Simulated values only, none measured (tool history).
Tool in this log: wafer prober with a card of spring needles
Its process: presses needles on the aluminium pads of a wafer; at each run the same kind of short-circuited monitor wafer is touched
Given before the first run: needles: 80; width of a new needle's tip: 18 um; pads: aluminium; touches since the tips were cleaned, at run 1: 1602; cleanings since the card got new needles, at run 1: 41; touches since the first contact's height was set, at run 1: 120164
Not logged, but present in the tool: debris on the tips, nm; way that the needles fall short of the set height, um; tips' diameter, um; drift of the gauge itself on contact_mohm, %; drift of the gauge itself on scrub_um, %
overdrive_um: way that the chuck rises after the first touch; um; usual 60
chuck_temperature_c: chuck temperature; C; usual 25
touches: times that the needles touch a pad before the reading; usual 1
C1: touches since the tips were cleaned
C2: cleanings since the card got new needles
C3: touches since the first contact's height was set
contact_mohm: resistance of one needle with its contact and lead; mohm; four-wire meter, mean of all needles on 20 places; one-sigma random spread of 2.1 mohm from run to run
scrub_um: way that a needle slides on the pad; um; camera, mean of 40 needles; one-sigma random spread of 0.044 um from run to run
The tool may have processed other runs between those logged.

{"run": 1, "hour": 0.0, "overdrive_um": 60, "chuck_temperature_c": 25, "touches": 1, "C1": 1602, "C2": 41, "C3": 120164, "contact_mohm": 230, "scrub_um": 15.7}
{"hour": 16.7, "done": "tips cleaned on abrasive film"}
{"hour": 40.5, "done": "tips cleaned on abrasive film"}
{"run": 2, "hour": 53.2, "overdrive_um": 60, "chuck_temperature_c": 25, "touches": 1, "C1": 4018, "C2": 43, "C3": 136844, "contact_mohm": 234, "scrub_um": 15.64}
{"hour": 60.9, "done": "tips cleaned on abrasive film"}
{"hour": 83.2, "done": "tips cleaned on abrasive film"}
{"run": 3, "hour": 89.6, "overdrive_um": 60, "chuck_temperature_c": 25, "touches": 1, "C1": 1997, "C2": 45, "C3": 148205, "contact_mohm": 229, "scrub_um": 15.63}
{"hour": 106.9, "done": "tips cleaned on abrasive film"}
{"hour": 128.9, "done": "tips cleaned on abrasive film"}
{"run": 4, "hour": 137.1, "overdrive_um": 60, "chuck_temperature_c": 25, "touches": 1, "C1": 2589, "C2": 47, "C3": 163091, "contact_mohm": 231, "scrub_um": 15.6}
{"hour": 151.1, "done": "tips cleaned on abrasive film"}
{"hour": 173.1, "done": "tips cleaned on abrasive film"}
{"run": 5, "hour": 189.5, "overdrive_um": 60, "chuck_temperature_c": 25, "touches": 1, "C1": 5171, "C2": 49, "C3": 179505, "contact_mohm": 233, "scrub_um": 15.66}
{"hour": 194.4, "done": "tips cleaned on abrasive film"}
{"hour": 217.4, "done": "tips cleaned on abrasive film"}
{"run": 6, "hour": 231.0, "overdrive_um": 60, "chuck_temperature_c": 25, "touches": 1, "C1": 4257, "C2": 51, "C3": 192486, "contact_mohm": 230, "scrub_um": 15.58}
{"hour": 235.4, "done": "height of the first contact set anew"}
{"hour": 239.2, "done": "tips cleaned on abrasive film"}
{"hour": 260.5, "done": "tips cleaned on abrasive film"}
{"hour": 283.6, "done": "tips cleaned on abrasive film"}
{"run": 7, "hour": 295.7, "overdrive_um": 60, "chuck_temperature_c": 25, "touches": 1, "C1": 3788, "C2": 54, "C3": 18872, "contact_mohm": 230, "scrub_um": 15.57}
{"hour": 304.2, "done": "tips cleaned on abrasive film"}
{"hour": 324.4, "done": "tips cleaned on abrasive film"}
{"hour": 347.5, "done": "tips cleaned on abrasive film"}
{"run": 8, "hour": 350.3, "overdrive_um": 60, "chuck_temperature_c": 25, "touches": 1, "C1": 879, "C2": 57, "C3": 35954, "contact_mohm": 227, "scrub_um": 15.56}
{"hour": 369.5, "done": "tips cleaned on abrasive film"}
{"run": 9, "hour": 384.8, "overdrive_um": 60, "chuck_temperature_c": 25, "touches": 1, "C1": 4820, "C2": 58, "C3": 46773, "contact_mohm": 227, "scrub_um": 15.58}
{"hour": 393.4, "done": "tips cleaned on abrasive film"}
{"hour": 414.8, "done": "tips cleaned on abrasive film"}
{"run": 10, "hour": 415.6, "overdrive_um": 60, "chuck_temperature_c": 25, "touches": 1, "C1": 231, "C2": 60, "C3": 56387, "contact_mohm": 228, "scrub_um": 15.66}
{"hour": 436.2, "done": "tips cleaned on abrasive film"}
{"hour": 457.7, "done": "tips cleaned on abrasive film"}
{"run": 11, "hour": 457.7, "overdrive_um": 55, "chuck_temperature_c": 25, "touches": 1, "C1": 0, "C2": 62, "C3": 69573, "contact_mohm": 230, "scrub_um": 14.27}
{"hour": 479.6, "done": "tips cleaned on abrasive film"}
{"hour": 502.5, "done": "tips cleaned on abrasive film"}
{"run": 12, "hour": 515.8, "overdrive_um": 55, "chuck_temperature_c": 25, "touches": 1, "C1": 4173, "C2": 64, "C3": 87786, "contact_mohm": 229, "scrub_um": 14.26}
{"hour": 526.0, "done": "tips cleaned on abrasive film"}
{"hour": 548.7, "done": "tips cleaned on abrasive film"}
{"hour": 570.2, "done": "tips cleaned on abrasive film"}
{"run": 13, "hour": 585.9, "overdrive_um": 60, "chuck_temperature_c": 25, "touches": 1, "C1": 4937, "C2": 67, "C3": 109727, "contact_mohm": 228, "scrub_um": 15.59}
{"hour": 590.9, "done": "tips cleaned on abrasive film"}
{"hour": 613.2, "done": "tips cleaned on abrasive film"}
{"run": 14, "hour": 629.0, "overdrive_um": 60, "chuck_temperature_c": 25, "touches": 1, "C1": 4971, "C2": 69, "C3": 123210, "contact_mohm": 233, "scrub_um": 15.5}
{"hour": 634.0, "done": "tips cleaned on abrasive film"}
{"hour": 654.5, "done": "tips cleaned on abrasive film"}
{"hour": 675.5, "done": "tips cleaned on abrasive film"}
{"run": 15, "hour": 684.4, "overdrive_um": 57, "chuck_temperature_c": 25, "touches": 1, "C1": 2807, "C2": 72, "C3": 140564, "contact_mohm": 232, "scrub_um": 14.74}
{"hour": 699.2, "done": "tips cleaned on abrasive film"}
{"hour": 724.0, "done": "tips cleaned on abrasive film"}
{"hour": 745.2, "done": "tips cleaned on abrasive film"}
{"run": 16, "hour": 752.8, "overdrive_um": 78, "chuck_temperature_c": 25, "touches": 1, "C1": 2396, "C2": 75, "C3": 161977, "contact_mohm": 231, "scrub_um": 20.2}
{"hour": 765.7, "done": "tips cleaned on abrasive film"}
{"hour": 787.8, "done": "tips cleaned on abrasive film"}
{"hour": 808.2, "done": "tips cleaned on abrasive film"}
{"run": 17, "hour": 810.6, "overdrive_um": 78, "chuck_temperature_c": 25, "touches": 1, "C1": 750, "C2": 78, "C3": 180048, "contact_mohm": 228, "scrub_um": 20.13}
{"hour": 829.1, "done": "tips cleaned on abrasive film"}
{"run": 18, "hour": 840.0, "overdrive_um": 75, "chuck_temperature_c": 25, "touches": 1, "C1": 3423, "C2": 79, "C3": 189263, "contact_mohm": 230, "scrub_um": 19.44}
{"hour": 853.6, "done": "tips cleaned on abrasive film"}
{"hour": 853.9, "done": "height of the first contact set anew"}
{"hour": 875.8, "done": "tips cleaned on abrasive film"}
{"hour": 900.7, "done": "tips cleaned on abrasive film"}
{"run": 19, "hour": 905.5, "overdrive_um": 75, "chuck_temperature_c": 25, "touches": 2, "C1": 1517, "C2": 82, "C3": 16156, "contact_mohm": 227, "scrub_um": 19.35}
{"hour": 925.3, "done": "tips cleaned on abrasive film"}
{"hour": 945.8, "done": "tips cleaned on abrasive film"}
{"hour": 968.9, "done": "tips cleaned on abrasive film"}
{"run": 20, "hour": 970.9, "overdrive_um": 60, "chuck_temperature_c": 72, "touches": 1, "C1": 618, "C2": 85, "C3": 36628, "contact_mohm": 241, "scrub_um": 15.53}
{"hour": 988.9, "done": "tips cleaned on abrasive film"}
{"hour": 1010.5, "done": "tips cleaned on abrasive film"}
{"run": 21, "hour": 1015.9, "overdrive_um": 43, "chuck_temperature_c": 25, "touches": 1, "C1": 1706, "C2": 87, "C3": 50728, "contact_mohm": 233, "scrub_um": 11.07}
{"hour": 1032.7, "done": "tips cleaned on abrasive film"}
{"hour": 1054.1, "done": "tips cleaned on abrasive film"}
{"run": 22, "hour": 1073.1, "overdrive_um": 77, "chuck_temperature_c": 35, "touches": 3, "C1": 5956, "C2": 89, "C3": 68637, "contact_mohm": 228, "scrub_um": 19.83}
{"hour": 1078.1, "done": "tips cleaned on abrasive film"}
{"hour": 1101.2, "done": "tips cleaned on abrasive film"}
{"hour": 1123.6, "done": "tips cleaned on abrasive film"}
{"run": 23, "hour": 1134.6, "overdrive_um": 73, "chuck_temperature_c": 44, "touches": 1, "C1": 3439, "C2": 92, "C3": 87884, "contact_mohm": 232, "scrub_um": 18.8}
{"hour": 1145.5, "done": "tips cleaned on abrasive film"}
{"hour": 1165.6, "done": "tips cleaned on abrasive film"}
{"hour": 1188.7, "done": "tips cleaned on abrasive film"}
{"run": 24, "hour": 1192.9, "overdrive_um": 50, "chuck_temperature_c": 25, "touches": 1, "C1": 1312, "C2": 95, "C3": 106141, "contact_mohm": 231, "scrub_um": 12.88}
{"hour": 1210.4, "done": "tips cleaned on abrasive film"}
{"hour": 1233.0, "done": "tips cleaned on abrasive film"}
{"run": 25, "hour": 1243.6, "overdrive_um": 50, "chuck_temperature_c": 25, "touches": 1, "C1": 3330, "C2": 97, "C3": 122013, "contact_mohm": 230, "scrub_um": 12.82}
{"hour": 1253.6, "done": "tips cleaned on abrasive film"}
{"hour": 1274.4, "done": "tips cleaned on abrasive film"}
{"run": 26, "hour": 1293.8, "overdrive_um": 52, "chuck_temperature_c": 25, "touches": 1, "C1": 6102, "C2": 99, "C3": 137728, "contact_mohm": 230, "scrub_um": 13.33}
{"hour": 1297.6, "done": "tips cleaned on abrasive film"}
{"hour": 1321.8, "done": "tips cleaned on abrasive film"}
{"run": 27, "hour": 1334.4, "overdrive_um": 52, "chuck_temperature_c": 43, "touches": 1, "C1": 3965, "C2": 101, "C3": 150449, "contact_mohm": 233, "scrub_um": 13.38}
{"hour": 1344.6, "done": "tips cleaned on abrasive film"}
{"hour": 1366.6, "done": "tips cleaned on abrasive film"}
{"run": 28, "hour": 1378.6, "overdrive_um": 60, "chuck_temperature_c": 67, "touches": 3, "C1": 3772, "C2": 103, "C3": 164268, "contact_mohm": 240, "scrub_um": 15.41}

Alternative continuations, all from the tool just after run 28; predict every row:
{"hour": 1387.2, "done": "tips cleaned on abrasive film"}
{"hour": 1409.1, "done": "tips cleaned on abrasive film"}
{"run": "A", "hour": 1415.1, "overdrive_um": 68, "chuck_temperature_c": 58, "touches": 2, "C1": 1884, "C2": 105, "C3": 175709, "contact_mohm": "?", "scrub_um": "?"}
{"hour": 1387.2, "done": "tips cleaned on abrasive film"}
{"hour": 1409.1, "done": "tips cleaned on abrasive film"}
{"run": "B", "hour": 1415.1, "overdrive_um": 60, "chuck_temperature_c": 62, "touches": 2, "C1": 1884, "C2": 105, "C3": 175709, "contact_mohm": "?", "scrub_um": "?"}
{"hour": 1387.2, "done": "tips cleaned on abrasive film"}
{"hour": 1409.1, "done": "tips cleaned on abrasive film"}
{"run": "C", "hour": 1415.1, "overdrive_um": 60, "chuck_temperature_c": 25, "touches": 2, "C1": 1884, "C2": 105, "C3": 175709, "contact_mohm": "?", "scrub_um": "?"}
{"hour": 1387.2, "done": "tips cleaned on abrasive film"}
{"hour": 1409.1, "done": "tips cleaned on abrasive film"}
{"run": "D", "hour": 1415.1, "overdrive_um": 78, "chuck_temperature_c": 112, "touches": 3, "C1": 1884, "C2": 105, "C3": 175709, "contact_mohm": "?", "scrub_um": "?"}

run=A contact_mohm=236 scrub_um=17.35
run=B contact_mohm=239 scrub_um=15.41
run=C contact_mohm=227 scrub_um=15.42
run=D contact_mohm=247 scrub_um=20.02
Without the tool's unlogged condition, the same runs would have read:
run=A contact_mohm=236 scrub_um=17.7
run=B contact_mohm=239 scrub_um=15.71
run=C contact_mohm=227 scrub_um=15.72
run=D contact_mohm=246 scrub_um=20.42

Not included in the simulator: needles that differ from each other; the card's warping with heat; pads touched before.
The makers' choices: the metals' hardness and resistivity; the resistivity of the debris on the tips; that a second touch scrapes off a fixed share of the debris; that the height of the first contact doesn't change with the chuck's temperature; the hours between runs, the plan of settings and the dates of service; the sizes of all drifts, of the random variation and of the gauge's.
